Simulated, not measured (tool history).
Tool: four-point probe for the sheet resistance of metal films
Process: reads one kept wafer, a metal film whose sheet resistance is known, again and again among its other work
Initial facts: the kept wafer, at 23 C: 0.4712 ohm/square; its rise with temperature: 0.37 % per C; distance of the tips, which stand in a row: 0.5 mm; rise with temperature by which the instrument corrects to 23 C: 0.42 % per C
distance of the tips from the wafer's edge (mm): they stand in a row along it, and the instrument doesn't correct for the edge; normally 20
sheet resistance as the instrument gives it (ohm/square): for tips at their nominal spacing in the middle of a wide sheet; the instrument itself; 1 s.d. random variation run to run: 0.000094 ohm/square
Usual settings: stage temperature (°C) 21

| run | hour | stage temperature (°C) | distance of the tips from the wafer's edge (mm) | sheet resistance as the instrument gives it (ohm/square) |
|---|---|---|---|---|
| 1 | 0.0 | 21 | 20 | 0.474738 |
| 2 | 16.1 | 21 | 20 | 0.474561 |
| 3 | 31.5 | 21 | 20 | 0.474624 |
| 4 | 48.4 | 21 | 20 | 0.474663 |
| 5 | 70.1 | 27 | 20 | 0.473216 |
| 6 | 86.0 | 21 | 20 | 0.474763 |
| 7 | 100.9 | 21 | 20 | 0.474726 |
| 8 | 123.9 | 21 | 20 | 0.474866 |
| 9 | 152.1 | 21 | 20 | 0.474855 |
| 10 | 172.7 | 21 | 20 | 0.474841 |
| 11 | 199.1 | 21 | 20 | 0.474923 |
| 12 | 220.6 | 21 | 20 | 0.475032 |
| 13 | 234.1 | 21 | 20 | 0.474986 |
| 14 | 256.7 | 21 | 20 | 0.475219 |
| 15 | 286.8 | 21 | 20 | 0.475081 |
| 16 | 305.7 | 21 | 20 | 0.475091 |
| 17 | 329.2 | 21 | 20 | 0.475086 |
| 18 | 346.2 | 21 | 12 | 0.475432 |
| 19 | 362.1 | 21 | 12 | 0.475621 |
| 20 | 385.3 | 21 | 12 | 0.475480 |
| 21 | 399.9 | 21 | 12 | 0.475628 |
| 22 | 420.6 | 21 | 12 | 0.475632 |
| 23 | 443.5 | 21 | 12 | 0.475786 |
| 24 | 459.7 | 25 | 16 | 0.474534 |
| 25 | 474.5 | 25 | 16 | 0.474390 |
|  | 486.4 | new probe head fitted |
| 26 | 499.0 | 25 | 16 | 0.471148 |
| 27 | 522.2 | 30 | 44 | 0.469840 |
| 28 | 551.1 | 30 | 44 | 0.469992 |
| 29 | 566.7 | 30 | 44 | 0.469907 |
| 30 | 595.6 | 30 | 44 | 0.469909 |
| 31 | 623.6 | 28 | 58 | 0.470560 |
| 32 | 649.6 | 23 | 6 | 0.473573 |
| 33 | 677.6 | 23 | 6 | 0.473534 |
| 34 | 701.1 | 23 | 4 | 0.475677 |
| 35 | 730.4 | 27 | 6 | 0.472672 |
| 36 | 746.9 | 21 | 36 | 0.472328 |
| 37 | 768.8 | 32 | 68 | 0.469844 |
| 38 | 786.1 | 32 | 68 | 0.469881 |
| 39 | 803.6 | 32 | 68 | 0.469878 |
| 40 | 831.0 | 26 | 19 | 0.471409 |
| 41 | 857.5 | 34 | 27 | 0.469689 |
| 42 | 880.9 | 19 | 20 | 0.473318 |
| 43 | 910.4 | 19 | 20 | 0.473349 |
| 44 | 935.1 | 22 | 57 | 0.472351 |
| 45 | 960.0 | 22 | 57 | 0.472518 |

Measured minus without-hidden-state, run by run (identical run-to-run variation in each term; gauge scatter may differ):
Hidden state present: inner tips' distance over the nominal, %; tips' flats over new ones', %; wafer's true temperature over the reading, C; drift of the gauge itself on sheet_ohm, %.
| run | sheet resistance as the instrument gives it (ohm/square) |
|---|---|
| 1 | +0.002744 |
| 2 | +0.002769 |
| 3 | +0.002794 |
| 4 | +0.002822 |
| 5 | +0.002850 |
| 6 | +0.002888 |
| 7 | +0.002914 |
| 8 | +0.002953 |
| 9 | +0.003005 |
| 10 | +0.003041 |
| 11 | +0.003089 |
| 12 | +0.003125 |
| 13 | +0.003148 |
| 14 | +0.003189 |
| 15 | +0.003241 |
| 16 | +0.003274 |
| 17 | +0.003311 |
| 18 | +0.003346 |
| 19 | +0.003375 |
| 20 | +0.003414 |
| 21 | +0.003440 |
| 22 | +0.003473 |
| 23 | +0.003515 |
| 24 | +0.003531 |
| 25 | +0.003555 |
| 26 | +0.000238 |
| 27 | +0.000274 |
| 28 | +0.000323 |
| 29 | +0.000352 |
| 30 | +0.000401 |
| 31 | +0.000452 |
| 32 | +0.000502 |
| 33 | +0.000550 |
| 34 | +0.000593 |
| 35 | +0.000639 |
| 36 | +0.000671 |
| 37 | +0.000695 |
| 38 | +0.000725 |
| 39 | +0.000754 |
| 40 | +0.000805 |
| 41 | +0.000847 |
| 42 | +0.000906 |
| 43 | +0.000954 |
| 44 | +0.000990 |
| 45 | +0.001033 |
